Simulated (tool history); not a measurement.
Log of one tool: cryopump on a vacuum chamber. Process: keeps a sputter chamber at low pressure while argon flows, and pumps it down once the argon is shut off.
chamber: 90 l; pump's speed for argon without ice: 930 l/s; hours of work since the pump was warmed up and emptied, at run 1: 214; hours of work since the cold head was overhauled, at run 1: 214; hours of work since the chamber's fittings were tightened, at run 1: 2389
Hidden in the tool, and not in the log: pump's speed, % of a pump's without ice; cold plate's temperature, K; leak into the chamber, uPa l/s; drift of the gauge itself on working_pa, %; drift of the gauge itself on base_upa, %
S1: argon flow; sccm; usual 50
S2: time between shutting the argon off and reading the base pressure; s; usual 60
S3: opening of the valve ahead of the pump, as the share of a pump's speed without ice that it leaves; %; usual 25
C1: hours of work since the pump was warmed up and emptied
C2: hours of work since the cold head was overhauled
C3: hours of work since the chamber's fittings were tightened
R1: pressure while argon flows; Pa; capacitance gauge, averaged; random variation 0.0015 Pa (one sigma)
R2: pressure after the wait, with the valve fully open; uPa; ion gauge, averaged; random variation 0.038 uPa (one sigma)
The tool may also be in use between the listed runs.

| run | hour | S1 | S2 | S3 | C1 | C2 | C3 | R1 | R2 |
|---|---|---|---|---|---|---|---|---|---|
| 1 | 0 | 50 | 60 | 25 | 214 | 214 | 2389 | 0.379 | 6.89 |
| 2 | 15.4 | 50 | 60 | 25 | 221 | 221 | 2397 | 0.3776 | 6.8 |
| 3 | 23.5 | 50 | 83 | 25 | 225 | 225 | 2401 | 0.3762 | 6.4 |
| 4 | 30.5 | 50 | 60 | 35 | 229 | 229 | 2405 | 0.2739 | 6.91 |
| 5 | 38.4 | 50 | 60 | 35 | 233 | 233 | 2409 | 0.2724 | 7.01 |
| 6 | 52.2 | 50 | 60 | 35 | 240 | 240 | 2416 | 0.274 | 7.2 |
| 7 | 64.7 | 50 | 60 | 35 | 246 | 246 | 2422 | 0.2786 | 7.06 |
|  | 78.2 | leaking fittings of the chamber tightened, without venting |
| 8 | 81.5 | 50 | 60 | 25 | 254 | 254 | 2 | 0.3794 | 2.27 |
| 9 | 90.2 | 50 | 60 | 25 | 258 | 258 | 6 | 0.3813 | 2.26 |
| 10 | 101.7 | 50 | 60 | 25 | 264 | 264 | 12 | 0.3819 | 2.3 |
| 11 | 113.5 | 50 | 60 | 25 | 270 | 270 | 18 | 0.3794 | 2.26 |
| 12 | 130.2 | 50 | 92 | 25 | 278 | 278 | 26 | 0.3827 | 1.71 |
| 13 | 145.8 | 50 | 92 | 25 | 286 | 286 | 34 | 0.3808 | 1.71 |
| 14 | 157.1 | 50 | 60 | 25 | 292 | 292 | 40 | 0.3815 | 2.35 |
| 15 | 170.2 | 50 | 60 | 25 | 299 | 299 | 46 | 0.3815 | 2.35 |
| 16 | 179.8 | 50 | 60 | 25 | 303 | 303 | 51 | 0.3833 | 2.48 |
| 17 | 189.1 | 50 | 60 | 25 | 308 | 308 | 56 | 0.3818 | 2.5 |
| 18 | 202.9 | 95 | 60 | 25 | 315 | 315 | 63 | 0.7298 | 2.39 |
| 19 | 212.8 | 95 | 60 | 25 | 320 | 320 | 68 | 0.7308 | 2.36 |
| 20 | 221.3 | 73 | 50 | 25 | 324 | 324 | 72 | 0.5635 | 2.81 |
| 21 | 236.1 | 23 | 43 | 25 | 332 | 332 | 80 | 0.178 | 3.17 |
| 22 | 250.8 | 23 | 43 | 25 | 339 | 339 | 87 | 0.1756 | 3.19 |
| 23 | 263.8 | 23 | 43 | 25 | 346 | 346 | 94 | 0.1765 | 3.24 |
| 24 | 271.6 | 23 | 43 | 25 | 350 | 350 | 98 | 0.1773 | 3.24 |
| 25 | 288 | 23 | 43 | 25 | 358 | 358 | 106 | 0.1777 | 3.21 |
| 26 | 297.5 | 23 | 156 | 23 | 363 | 363 | 111 | 0.1936 | 1.4 |
| 27 | 305.3 | 23 | 156 | 23 | 367 | 367 | 115 | 0.1937 | 1.44 |
| 28 | 318.3 | 59 | 107 | 18 | 373 | 373 | 121 | 0.6238 | 1.74 |
| 29 | 327.5 | 59 | 107 | 18 | 378 | 378 | 126 | 0.6281 | 1.77 |
| 30 | 334.5 | 59 | 107 | 18 | 382 | 382 | 130 | 0.627 | 1.83 |
| 31 | 346.2 | 59 | 107 | 18 | 387 | 387 | 135 | 0.6272 | 1.83 |
| 32 | 362.8 | 59 | 107 | 18 | 396 | 396 | 144 | 0.632 | 1.83 |
| 33 | 376.2 | 60 | 94 | 25 | 403 | 403 | 151 | 0.4694 | 1.99 |
| 34 | 390.6 | 69 | 23 | 28 | 410 | 410 | 158 | 0.487 | 5.44 |

Hidden state at the last listed run before each entry between runs and at the first one after, where it differs:
Between runs 7 and 8: leaking fittings of the chamber tightened, without venting (hour 78.2)
  pump's speed, % of a pump's without ice: 85.7 -> 85.3; cold plate's temperature, K: 12.28 -> 12.29; leak into the chamber, uPa l/s: 4141 -> 331
  measured less the result without the state, R1: +0.0159 -> +0.0163 Pa; R2: +4.92 -> +0.09 uPa
